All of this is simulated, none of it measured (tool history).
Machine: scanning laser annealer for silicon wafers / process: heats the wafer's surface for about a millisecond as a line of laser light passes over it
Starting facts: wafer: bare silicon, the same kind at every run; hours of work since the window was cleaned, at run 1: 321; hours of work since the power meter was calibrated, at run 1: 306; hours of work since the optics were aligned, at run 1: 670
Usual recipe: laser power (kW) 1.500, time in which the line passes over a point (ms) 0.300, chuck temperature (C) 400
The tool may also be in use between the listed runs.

run,day,laser power (kW),time in which the line passes over a point (ms),chuck temperature (C),hours of work since the window was cleaned,hours of work since the power meter was calibrated,hours of work since the optics were aligned,highest temperature of the surface (C)
1,0.000,1.500,0.300,400,321,306,670,1052
2,0.733,1.500,0.300,400,334,318,682,1051
3,1.542,1.500,0.300,413,348,332,696,1064
4,2.321,1.500,0.300,406,361,345,710,1055
5,2.858,1.500,0.300,406,370,355,719,1049
# day 3.221: window over the wafer cleaned
# day 3.546: optics aligned, line set to its width
6,3.571,1.500,0.300,406,2,362,0,1114
7,4.375,1.500,0.300,400,16,376,14,1109
8,4.950,1.500,0.300,400,26,386,24,1106
9,5.738,1.500,0.300,400,40,399,38,1104
10,6.188,1.500,0.300,400,47,407,45,1104
11,6.529,1.500,0.300,400,53,413,51,1102
12,7.117,1.357,0.300,437,63,423,61,1066
13,7.475,1.357,0.300,437,69,429,67,1059
14,7.917,1.333,0.297,400,77,436,75,1010

For each run, the measured value with the value that run would have given without the tool's hidden condition subtracted. The run-to-run variation is shared by both, the gauge scatter possibly not:
The tool's hidden condition here consists of: light that passes the window, % of a clean one's; laser's true power over the reading, %; width of the line over the set one, %; drift of the gauge itself on peak_c, C.
run,highest temperature of the surface (C)
1,-61
2,-63
3,-65
4,-67
5,-69
6,-4
7,-6
8,-7
9,-10
10,-11
11,-12
12,-12
13,-13
14,-14

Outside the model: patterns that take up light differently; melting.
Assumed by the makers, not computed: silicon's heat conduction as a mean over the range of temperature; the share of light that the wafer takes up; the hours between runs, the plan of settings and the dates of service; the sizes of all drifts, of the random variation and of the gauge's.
